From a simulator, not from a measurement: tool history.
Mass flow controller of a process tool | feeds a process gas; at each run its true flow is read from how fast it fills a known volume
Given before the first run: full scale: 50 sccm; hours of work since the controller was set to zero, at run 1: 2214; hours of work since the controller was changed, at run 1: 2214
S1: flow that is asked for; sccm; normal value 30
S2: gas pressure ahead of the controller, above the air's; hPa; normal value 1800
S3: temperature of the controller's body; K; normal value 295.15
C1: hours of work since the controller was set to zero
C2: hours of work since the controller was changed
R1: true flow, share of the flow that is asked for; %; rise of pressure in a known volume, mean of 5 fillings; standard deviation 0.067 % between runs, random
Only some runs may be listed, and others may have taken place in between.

run    hour  S1    S2      S3    C1    C2      R1
  1     0.0  30  1800  295.15  2214  2214  100.72
  2   166.6  32  1800  295.15  2269  2269  100.81
  3   299.6  32  1800  295.15  2313  2313  100.81
  4   484.8  32  1800  295.15  2375  2375  100.77
  5   591.1  32  1800  295.15  2410  2410  100.85
  6   670.2  32  1800  295.15  2437  2437  100.88
  7   775.2  32  1800  294.15  2471  2471  100.84
  8   857.5  30  1800  295.15  2499  2499  100.79
  9  1002.3  30  1800  295.15  2547  2547  100.76
 10  1109.3  30  1800  295.15  2582  2582  100.77
 11  1228.3  30  1480  299.15  2622  2622  100.73
 12  1410.1  19  1480  299.15  2682  2682  100.45
 13  1560.3  19  1480  299.15  2732  2732  100.46
 14  1710.3  10  2730  299.15  2782  2782   99.17
 15  1880.7   7  1770  312.15  2839  2839   98.44
 16  2064.2  28  1800  295.15  2900  2900  100.70
 17  2184.8  11  2280  299.15  2940  2940   99.48
 18  2289.0  12  2240  294.15  2974  2974   99.94
 19  2410.4  30  2250  307.15  3015  3015   99.86

3 options for the next run, each taken on its own from the tool as it stands now. Forecast them:
  A  2586.0  30  2520  300.15  3073  3073   ?
  B  2586.0  30  1930  307.15  3073  3073   ?
  C  2586.0  37  1800  297.15  3073  3073   ?

run      R1
  A  100.01
  B  100.00
  C  100.97
Had the tool no hidden state, the same runs would have come out as:
run      R1
  A   99.36
  B   99.35
  C  100.25
